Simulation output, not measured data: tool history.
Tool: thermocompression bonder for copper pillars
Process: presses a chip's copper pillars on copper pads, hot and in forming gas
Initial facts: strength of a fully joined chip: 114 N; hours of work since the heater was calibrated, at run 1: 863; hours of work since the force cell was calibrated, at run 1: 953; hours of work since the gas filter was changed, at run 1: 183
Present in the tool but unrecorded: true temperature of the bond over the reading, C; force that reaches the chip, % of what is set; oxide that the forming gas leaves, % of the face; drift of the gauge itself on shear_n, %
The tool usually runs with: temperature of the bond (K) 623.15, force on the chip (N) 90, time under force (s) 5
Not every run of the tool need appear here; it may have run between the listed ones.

run     day  temperature of the bond (K)  force on the chip (N)  time under force (s)  hours of work since the heater was calibrated  hours of work since the force cell was calibrated  hours of work since the gas filter was changed  force that shears a chip off (N)
  1   0.000                       623.15                     90                     5                                            863                                                953                                             183                              65.9
      0.746  -- forming gas filter changed
  2   1.404                       623.15                     90                     5                                            885                                                975                                              11                              66.1
  3   3.004                       623.15                     90                     5                                            911                                               1001                                              36                              66.1
  4   4.662                       623.15                     90                     5                                            938                                               1028                                              63                              66.3
  5   6.421                       623.15                     90                     5                                            966                                               1056                                              92                              66.2
  6   7.442                       623.15                     90                     5                                            983                                               1073                                             108                              66.2
  7   8.938                       623.15                     90                     5                                           1007                                               1097                                             132                              66.6
  8  11.112                       636.15                     90                     5                                           1042                                               1132                                             167                              71.7
     12.725  -- forming gas filter changed
  9  12.725                       636.15                     90                     5                                           1068                                               1158                                               0                              71.7
 10  14.483                       636.15                     90                     5                                           1096                                               1186                                              28                              72.1
 11  16.596                       636.15                     90                     5                                           1130                                               1220                                              63                              72.0
 12  18.667                       632.15                     90                     5                                           1163                                               1254                                              96                              70.6
 13  20.329                       623.15                     90                     7                                           1190                                               1280                                             123                              74.0
 14  21.475                       647.15                     90                     5                                           1209                                               1299                                             141                              76.7
 15  23.342                       647.15                     90                     5                                           1239                                               1329                                             172                              76.8
     24.804  -- forming gas filter changed
 16  25.304                       647.15                     90                     5                                           1270                                               1360                                               8                              77.1
 17  26.258                       647.15                     90                     5                                           1286                                               1376                                              23                              76.8
 18  28.250                       623.15                     90                     5                                           1318                                               1408                                              56                              67.3
 19  30.258                       623.15                     90                     5                                           1350                                               1440                                              88                              67.6
 20  31.721                       623.15                     90                     5                                           1374                                               1464                                             112                              67.3

Run 21 has not been measured yet. What should we expect?
 21  32.738                       618.15                     55                     4                                           1390                                               1480                                             128                                 ?

force that shears a chip off (N): 45.0
Take away the tool's hidden state, keep the run-to-run variation as it was, and the same run would have given force that shears a chip off (N) 43.9.

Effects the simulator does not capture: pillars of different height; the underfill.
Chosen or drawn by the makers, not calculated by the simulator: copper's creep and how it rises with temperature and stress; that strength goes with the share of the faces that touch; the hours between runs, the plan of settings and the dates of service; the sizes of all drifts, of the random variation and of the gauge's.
